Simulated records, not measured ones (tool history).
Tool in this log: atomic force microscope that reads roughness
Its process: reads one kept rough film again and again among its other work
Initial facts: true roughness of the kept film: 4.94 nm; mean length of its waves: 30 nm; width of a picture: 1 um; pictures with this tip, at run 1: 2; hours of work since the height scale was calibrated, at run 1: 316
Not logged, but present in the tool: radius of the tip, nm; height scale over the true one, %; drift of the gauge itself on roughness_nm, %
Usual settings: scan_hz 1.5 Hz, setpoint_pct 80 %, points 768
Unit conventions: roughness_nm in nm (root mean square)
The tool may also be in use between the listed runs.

run     day  scan_hz  setpoint_pct  points  pictures with this tip  hours of work since the height scale was calibrated  roughness_nm
  1       0      1.5            80     768                       2                                                  316         3.658
  2   0.729      1.5            80     419                      23                                                  327         3.459
  3   1.479      1.5            80     419                      45                                                  339         3.308
  4     1.9      1.5            80     768                      58                                                  345         3.244
  5   2.679     1.16            80     768                      80                                                  356         3.172
  6   3.058      1.5            80     768                      92                                                  362          3.06
  7   3.512     0.65            80     768                     105                                                  369         3.125
      3.825  -- new tip fitted
  8   4.133     0.65            80     768                      10                                                  378         3.774
  9   5.038     0.65            80     632                      36                                                  391         3.585
 10   5.546      1.5            80     768                      51                                                  399          3.32
 11   6.242      1.5            80     768                      71                                                  409         3.174
 12   6.629      1.5            80     768                      83                                                  415         3.112
 13    7.45     1.87            80     768                     107                                                  427         2.883
      7.683  -- new tip fitted
 14     8.2     1.87            80     768                      15                                                  438         3.511
 15   8.971     0.98            70     769                      38                                                  450         3.601
 16   9.383     0.98            70     769                      50                                                  456         3.532
 17     9.8        1            56     839                      62                                                  462           3.5
 18  10.362        1            78     839                      79                                                  471         3.261
 19  10.971     0.75            86     384                      96                                                  480         3.113
     11.538  -- new tip fitted
 20  11.804      0.8            85     965                       8                                                  492         3.743
 21  12.454      0.8            84     713                      27                                                  501         3.608
 22  13.329     0.72            68     628                      53                                                  515         3.542
 23  13.871     0.81            76     628                      69                                                  523         3.358
 24  14.304     1.74            80     856                      82                                                  529         3.076
 25  14.788     0.71            66     768                      96                                                  536         3.263
     15.346  -- new tip fitted
 26  15.617      1.5            80     300                       7                                                  548         3.568
 27  16.358     1.65            66     768                      29                                                  559          3.57

4 ways to go on from here, each from the tool as it stands after run 27. What would each give?
  A  16.896     1.24            66     768                      45                                                  568             ?
  B  16.896     3.01            60     572                      45                                                  568             ?
  C  16.896     1.25            66     310                      45                                                  568             ?
  D  16.896      1.5            66     768                      45                                                  568             ?

run  roughness_nm
  A         3.524
  B         3.449
  C         3.471
  D         3.479
Stripped of hidden state, with their random variation kept, the same runs would have yielded:
run  roughness_nm
  A         3.923
  B          3.84
  C         3.863
  D         3.873

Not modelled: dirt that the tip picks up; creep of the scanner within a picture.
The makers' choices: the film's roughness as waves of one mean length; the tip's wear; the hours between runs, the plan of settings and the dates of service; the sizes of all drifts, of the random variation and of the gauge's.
